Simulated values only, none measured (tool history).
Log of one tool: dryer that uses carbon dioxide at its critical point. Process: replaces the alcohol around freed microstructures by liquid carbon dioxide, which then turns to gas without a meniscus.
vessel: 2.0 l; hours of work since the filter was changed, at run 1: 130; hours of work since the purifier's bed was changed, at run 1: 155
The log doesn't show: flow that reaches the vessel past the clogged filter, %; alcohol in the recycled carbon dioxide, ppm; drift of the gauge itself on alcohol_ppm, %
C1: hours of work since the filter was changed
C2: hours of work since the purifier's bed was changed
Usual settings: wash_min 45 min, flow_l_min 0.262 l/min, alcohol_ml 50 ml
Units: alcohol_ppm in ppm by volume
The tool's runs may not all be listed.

{"run": 1, "day": 0.0, "wash_min": 45, "flow_l_min": 0.262, "alcohol_ml": 50, "C1": 130, "C2": 155, "alcohol_ppm": 202}
{"run": 2, "day": 0.221, "wash_min": 45, "flow_l_min": 0.262, "alcohol_ml": 50, "C1": 133, "C2": 159, "alcohol_ppm": 197}
{"run": 3, "day": 0.654, "wash_min": 45, "flow_l_min": 0.262, "alcohol_ml": 50, "C1": 141, "C2": 166, "alcohol_ppm": 200}
{"run": 4, "day": 1.008, "wash_min": 45, "flow_l_min": 0.262, "alcohol_ml": 50, "C1": 147, "C2": 172, "alcohol_ppm": 200}
{"run": 5, "day": 1.346, "wash_min": 45, "flow_l_min": 0.262, "alcohol_ml": 50, "C1": 152, "C2": 178, "alcohol_ppm": 207}
{"run": 6, "day": 1.617, "wash_min": 45, "flow_l_min": 0.262, "alcohol_ml": 50, "C1": 157, "C2": 182, "alcohol_ppm": 204}
{"run": 7, "day": 2.042, "wash_min": 71, "flow_l_min": 0.262, "alcohol_ml": 50, "C1": 164, "C2": 190, "alcohol_ppm": 45}
{"run": 8, "day": 2.488, "wash_min": 71, "flow_l_min": 0.262, "alcohol_ml": 50, "C1": 172, "C2": 197, "alcohol_ppm": 46}
{"run": 9, "day": 2.971, "wash_min": 45, "flow_l_min": 0.262, "alcohol_ml": 66, "C1": 180, "C2": 205, "alcohol_ppm": 285}
{"run": 10, "day": 3.35, "wash_min": 45, "flow_l_min": 0.376, "alcohol_ml": 50, "C1": 187, "C2": 212, "alcohol_ppm": 58}
{"run": 11, "day": 3.817, "wash_min": 45, "flow_l_min": 0.376, "alcohol_ml": 98, "C1": 194, "C2": 220, "alcohol_ppm": 88}
{"run": 12, "day": 4.121, "wash_min": 45, "flow_l_min": 0.376, "alcohol_ml": 98, "C1": 200, "C2": 225, "alcohol_ppm": 82}
{"run": 13, "day": 4.412, "wash_min": 45, "flow_l_min": 0.376, "alcohol_ml": 98, "C1": 205, "C2": 230, "alcohol_ppm": 86}
{"run": 14, "day": 4.642, "wash_min": 45, "flow_l_min": 0.376, "alcohol_ml": 69, "C1": 208, "C2": 234, "alcohol_ppm": 71}
{"run": 15, "day": 4.892, "wash_min": 45, "flow_l_min": 0.376, "alcohol_ml": 69, "C1": 213, "C2": 238, "alcohol_ppm": 72}
{"run": 16, "day": 5.292, "wash_min": 45, "flow_l_min": 0.262, "alcohol_ml": 50, "C1": 220, "C2": 245, "alcohol_ppm": 227}
{"run": 17, "day": 5.658, "wash_min": 53, "flow_l_min": 0.262, "alcohol_ml": 50, "C1": 226, "C2": 251, "alcohol_ppm": 123}
{"run": 18, "day": 6.108, "wash_min": 53, "flow_l_min": 0.184, "alcohol_ml": 50, "C1": 233, "C2": 259, "alcohol_ppm": 543}
{"run": 19, "day": 6.483, "wash_min": 53, "flow_l_min": 0.184, "alcohol_ml": 50, "C1": 240, "C2": 265, "alcohol_ppm": 544}
{"run": 20, "day": 6.721, "wash_min": 45, "flow_l_min": 0.262, "alcohol_ml": 20, "C1": 244, "C2": 269, "alcohol_ppm": 127}
{"run": 21, "day": 6.988, "wash_min": 45, "flow_l_min": 0.262, "alcohol_ml": 20, "C1": 248, "C2": 274, "alcohol_ppm": 134}
{"run": 22, "day": 7.283, "wash_min": 45, "flow_l_min": 0.262, "alcohol_ml": 20, "C1": 253, "C2": 279, "alcohol_ppm": 130}
{"run": 23, "day": 7.621, "wash_min": 45, "flow_l_min": 0.262, "alcohol_ml": 20, "C1": 259, "C2": 284, "alcohol_ppm": 127}
{"day": 7.871, "done": "inlet filter changed"}
{"run": 24, "day": 8.167, "wash_min": 45, "flow_l_min": 0.262, "alcohol_ml": 20, "C1": 5, "C2": 293, "alcohol_ppm": 116}
{"run": 25, "day": 8.538, "wash_min": 45, "flow_l_min": 0.262, "alcohol_ml": 20, "C1": 11, "C2": 299, "alcohol_ppm": 106}
{"run": 26, "day": 8.921, "wash_min": 53, "flow_l_min": 0.159, "alcohol_ml": 50, "C1": 18, "C2": 306, "alcohol_ppm": 705}
{"run": 27, "day": 9.3, "wash_min": 28, "flow_l_min": 0.159, "alcohol_ml": 100, "C1": 24, "C2": 312, "alcohol_ppm": 7458}
{"run": 28, "day": 9.792, "wash_min": 53, "flow_l_min": 0.178, "alcohol_ml": 47, "C1": 33, "C2": 321, "alcohol_ppm": 470}
{"run": 29, "day": 10.25, "wash_min": 53, "flow_l_min": 0.393, "alcohol_ml": 47, "C1": 40, "C2": 328, "alcohol_ppm": 55}
{"run": 30, "day": 10.729, "wash_min": 61, "flow_l_min": 0.412, "alcohol_ml": 25, "C1": 49, "C2": 336, "alcohol_ppm": 70}
{"run": 31, "day": 11.067, "wash_min": 45, "flow_l_min": 0.245, "alcohol_ml": 120, "C1": 54, "C2": 342, "alcohol_ppm": 574}
{"run": 32, "day": 11.296, "wash_min": 45, "flow_l_min": 0.245, "alcohol_ml": 120, "C1": 58, "C2": 346, "alcohol_ppm": 571}
{"run": 33, "day": 11.575, "wash_min": 35, "flow_l_min": 0.177, "alcohol_ml": 28, "C1": 63, "C2": 351, "alcohol_ppm": 1082}
{"run": 34, "day": 11.85, "wash_min": 57, "flow_l_min": 0.428, "alcohol_ml": 35, "C1": 68, "C2": 356, "alcohol_ppm": 69}
{"run": 35, "day": 12.358, "wash_min": 57, "flow_l_min": 0.428, "alcohol_ml": 35, "C1": 76, "C2": 364, "alcohol_ppm": 57}
{"run": 36, "day": 12.846, "wash_min": 60, "flow_l_min": 0.262, "alcohol_ml": 25, "C1": 85, "C2": 372, "alcohol_ppm": 83}
{"run": 37, "day": 13.062, "wash_min": 60, "flow_l_min": 0.262, "alcohol_ml": 87, "C1": 88, "C2": 376, "alcohol_ppm": 108}
{"run": 38, "day": 13.446, "wash_min": 67, "flow_l_min": 0.171, "alcohol_ml": 38, "C1": 95, "C2": 383, "alcohol_ppm": 221}
{"run": 39, "day": 13.654, "wash_min": 35, "flow_l_min": 0.226, "alcohol_ml": 37, "C1": 98, "C2": 386, "alcohol_ppm": 704}
{"run": 40, "day": 14.067, "wash_min": 35, "flow_l_min": 0.324, "alcohol_ml": 37, "C1": 105, "C2": 393, "alcohol_ppm": 204}
{"run": 41, "day": 14.283, "wash_min": 63, "flow_l_min": 0.379, "alcohol_ml": 37, "C1": 109, "C2": 397, "alcohol_ppm": 68}
{"run": 42, "day": 14.529, "wash_min": 70, "flow_l_min": 0.429, "alcohol_ml": 64, "C1": 113, "C2": 401, "alcohol_ppm": 70}
{"run": 43, "day": 14.954, "wash_min": 45, "flow_l_min": 0.262, "alcohol_ml": 68, "C1": 120, "C2": 408, "alcohol_ppm": 291}

Some steps in alcohol_ppm between neighbouring runs. How much of each would the tool show without its hidden state too (settings, what came in, random variation), and how much is left for the hidden state, with any gauge scatter that isn't in both results?
Run 17 -> 18: flow_l_min 0.262 -> 0.184. alcohol_ppm +420 ppm by volume: hidden state +107, all else +313.
Run 19 -> 20: wash_min 53 -> 45, flow_l_min 0.184 -> 0.262, alcohol_ml 50 -> 20. alcohol_ppm -417 ppm by volume: hidden state -111, all else -306.
Run 26 -> 27: wash_min 53 -> 28, alcohol_ml 50 -> 100. alcohol_ppm +6753 ppm by volume: hidden state +111, all else +6642.
Run 27 -> 28: wash_min 28 -> 53, flow_l_min 0.159 -> 0.178, alcohol_ml 100 -> 47. alcohol_ppm -6988 ppm by volume: hidden state -103, all else -6885.
Run 33 -> 34: wash_min 35 -> 57, flow_l_min 0.177 -> 0.428, alcohol_ml 28 -> 35. alcohol_ppm -1013 ppm by volume: hidden state -57, all else -956.
